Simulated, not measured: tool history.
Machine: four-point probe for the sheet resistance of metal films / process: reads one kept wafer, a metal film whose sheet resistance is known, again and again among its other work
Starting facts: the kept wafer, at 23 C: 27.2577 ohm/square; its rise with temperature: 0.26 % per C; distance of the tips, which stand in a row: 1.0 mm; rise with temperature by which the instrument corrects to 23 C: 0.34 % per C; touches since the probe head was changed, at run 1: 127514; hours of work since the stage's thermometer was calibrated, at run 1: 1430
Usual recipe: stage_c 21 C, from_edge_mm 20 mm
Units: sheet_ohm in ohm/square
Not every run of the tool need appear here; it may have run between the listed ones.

run	hour	stage_c	from_edge_mm	touches since the probe head was changed	hours of work since the stage's thermometer was calibrated	sheet_ohm
1	0.0	21	20	127514	1430	27.084416
2	38.8	21	71	129386	1453	27.049001
# hour 67.9: new probe head fitted
3	71.4	21	71	170	1472	27.367984
4	113.3	21	16	2193	1496	27.416529
5	158.6	21	20	4381	1523	27.389939
6	225.1	21	20	7587	1562	27.389490
7	289.5	21	20	10696	1600	27.381480
8	336.4	21	20	12962	1628	27.384350
9	405.9	21	20	16315	1668	27.373842
10	439.2	21	20	17920	1688	27.354092
11	475.2	21	20	19657	1709	27.364208
# hour 483.8: stage's thermometer calibrated
12	523.0	21	20	21942	23	27.338894
13	553.5	25	20	23414	41	27.257655
14	597.8	21	20	25551	67	27.339641
15	652.5	21	20	28193	99	27.327959
16	699.1	21	20	30442	127	27.312926
17	754.9	21	20	33136	160	27.328906
18	806.0	21	20	35599	190	27.316829
19	838.3	21	20	37160	209	27.309768
20	878.1	21	20	39079	232	27.305714
21	914.2	23	20	40824	253	27.255124
22	975.0	23	20	43760	289	27.250911
23	1025.8	23	42	46210	319	27.220597
24	1055.2	23	42	47626	336	27.214122
25	1121.1	20	42	50807	375	27.264359
26	1153.7	29	57	52384	394	27.092665
27	1187.8	31	17	54030	414	27.088412
28	1223.3	24	14	55743	435	27.252356
29	1285.2	21	3	58730	472	28.753779
30	1348.9	21	3	61801	509	28.766353
31	1392.0	20	42	63884	535	27.238043

Run 32 comes next. What will it give?
32	1429.9	26	28	65715	557	?

{"run 32": {"sheet_ohm": 27.126889}}
Were there no unlogged condition in the tool, this run, its random variation unchanged, would have produced sheet_ohm 27.211740 ohm/square.
